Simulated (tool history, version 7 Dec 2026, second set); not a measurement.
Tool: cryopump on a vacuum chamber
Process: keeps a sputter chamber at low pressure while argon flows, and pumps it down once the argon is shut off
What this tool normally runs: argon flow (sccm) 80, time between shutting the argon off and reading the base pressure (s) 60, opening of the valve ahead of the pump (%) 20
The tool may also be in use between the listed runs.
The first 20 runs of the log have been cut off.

run,hour,argon flow (sccm),time between shutting the argon off and reading the base pressure (s),opening of the valve ahead of the pump (%),hours of work since the pump was warmed up and emptied,hours of work since the cold head was overhauled,hours of work since the chamber's fittings were tightened,pressure while argon flows (Pa),pressure after the wait (uPa)
21,340.4,68,93,44,105,971,73,0.1335,0.8
22,360.3,125,50,28,122,988,90,0.3871,1.28
23,376.7,125,50,28,136,1002,105,0.3852,1.32
24,392.1,125,50,28,149,1016,118,0.3878,1.29
25,406.7,80,171,37,162,1028,131,0.1876,0.6
26,427.9,56,60,16,181,1047,149,0.3016,1.17
27,440.7,70,75,47,192,1058,160,0.1307,1.01
28,449.9,70,75,47,200,1066,168,0.1304,1.01
29,462,113,75,47,210,1076,179,0.2095,1.02
30,480.6,90,60,43,226,1092,195,0.1829,1.15
31,499.9,69,60,43,243,1109,212,0.1401,1.25
32,515.7,136,63,39,257,1123,225,0.3039,1.16
33,533.5,32,60,38,272,1138,241,0.0739,1.2
34,552.2,80,109,20,288,1155,257,0.3469,0.94

Forecast each of these 3 alternatives for the next run:
A,574.1,109,58,30,307,1174,276,?,?
B,574.1,39,35,24,307,1174,276,?,?
C,574.1,39,60,20,307,1174,276,?,?

run,pressure while argon flows (Pa),pressure after the wait (uPa)
A,0.3189,1.31
B,0.1413,1.93
C,0.169,1.33
With the hidden condition removed and each run's random variation left untouched, the same runs would have given:
run,pressure while argon flows (Pa),pressure after the wait (uPa)
A,0.3132,1
B,0.1393,1.61
C,0.167,1
